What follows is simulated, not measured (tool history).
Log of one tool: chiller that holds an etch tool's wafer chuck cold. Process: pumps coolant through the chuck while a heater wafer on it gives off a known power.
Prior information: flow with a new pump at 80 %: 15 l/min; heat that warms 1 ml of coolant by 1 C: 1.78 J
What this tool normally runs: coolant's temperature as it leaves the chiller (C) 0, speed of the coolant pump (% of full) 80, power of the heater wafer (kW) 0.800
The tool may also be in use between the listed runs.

| run | day | coolant's temperature as it leaves the chiller (C) | speed of the coolant pump (% of full) | power of the heater wafer (kW) | chuck's temperature once it has settled (C) | how much warmer the coolant comes back (C) |
|---|---|---|---|---|---|---|
| 1 | 0.000 | 0 | 80 | 0.800 | 5.92 | 1.90 |
| 2 | 1.200 | 0 | 80 | 0.800 | 5.84 | 1.87 |
| 3 | 2.379 | 0 | 62 | 0.800 | 7.35 | 2.47 |
| 4 | 3.142 | 0 | 95 | 0.800 | 5.10 | 1.58 |
| 5 | 4.354 | 0 | 95 | 0.800 | 5.21 | 1.59 |
| 6 | 5.304 | 0 | 95 | 0.800 | 5.13 | 1.57 |
| 7 | 6.196 | 0 | 80 | 0.470 | 3.53 | 1.13 |
| 8 | 6.958 | 0 | 73 | 0.800 | 6.44 | 2.09 |
| 9 | 8.271 | 0 | 73 | 0.800 | 6.49 | 2.09 |
| 10 | 9.067 | 6 | 80 | 0.800 | 12.02 | 1.88 |
| 11 | 10.062 | 0 | 80 | 0.800 | 6.10 | 1.90 |
| 12 | 10.804 | 0 | 80 | 0.800 | 6.06 | 1.90 |
| 13 | 12.050 | 0 | 80 | 0.800 | 6.06 | 1.92 |
| 14 | 12.983 | 0 | 80 | 0.800 | 5.98 | 1.90 |
| 15 | 14.075 | 0 | 80 | 0.800 | 6.23 | 1.89 |
| 16 | 14.992 | 0 | 80 | 0.800 | 6.35 | 1.91 |
| 17 | 16.475 | 6 | 61 | 0.800 | 13.79 | 2.59 |
| 18 | 17.638 | 0 | 80 | 0.436 | 3.22 | 1.02 |
| 19 | 19.142 | 6 | 80 | 0.524 | 9.87 | 1.25 |
| 20 | 20.438 | -6 | 78 | 0.582 | -1.60 | 1.45 |
| 21 | 21.558 | -7 | 74 | 0.467 | -3.30 | 1.21 |
| 22 | 22.996 | -7 | 74 | 0.467 | -3.27 | 1.22 |
|  | 24.504 | coolant changed, channels flushed |
| 23 | 24.721 | 0 | 80 | 0.832 | 5.29 | 1.99 |
| 24 | 25.938 | 0 | 80 | 0.832 | 5.28 | 1.99 |
| 25 | 26.892 | 5 | 78 | 0.908 | 10.98 | 2.26 |
| 26 | 27.667 | 5 | 78 | 0.908 | 11.07 | 2.25 |
| 27 | 29.050 | 0 | 88 | 0.751 | 4.36 | 1.63 |
| 28 | 30.550 | 0 | 80 | 0.966 | 6.41 | 2.33 |
| 29 | 31.783 | 0 | 93 | 0.705 | 4.00 | 1.45 |
| 30 | 32.817 | 2 | 80 | 0.569 | 5.70 | 1.37 |
| 31 | 33.442 | 9 | 80 | 0.911 | 14.97 | 2.20 |
| 32 | 34.567 | 9 | 80 | 0.911 | 14.94 | 2.21 |

4 options for the next run, each taken on its own from the tool as it stands now. Forecast them:
| A | 35.775 | 4 | 63 | 0.431 | ? | ? |
| B | 35.775 | 6 | 72 | 0.973 | ? | ? |
| C | 35.775 | 4 | 76 | 0.800 | ? | ? |
| D | 35.775 | 3 | 61 | 0.869 | ? | ? |

| run | chuck's temperature once it has settled (C) | how much warmer the coolant comes back (C) |
|---|---|---|
| A | 7.52 | 1.38 |
| B | 13.04 | 2.65 |
| C | 9.46 | 2.06 |
| D | 10.20 | 2.84 |
With no hidden state in the tool, these same runs would have given:
| run | chuck's temperature once it has settled (C) | how much warmer the coolant comes back (C) |
|---|---|---|
| A | 7.46 | 1.28 |
| B | 12.71 | 2.46 |
| C | 9.25 | 1.91 |
| D | 9.85 | 2.63 |
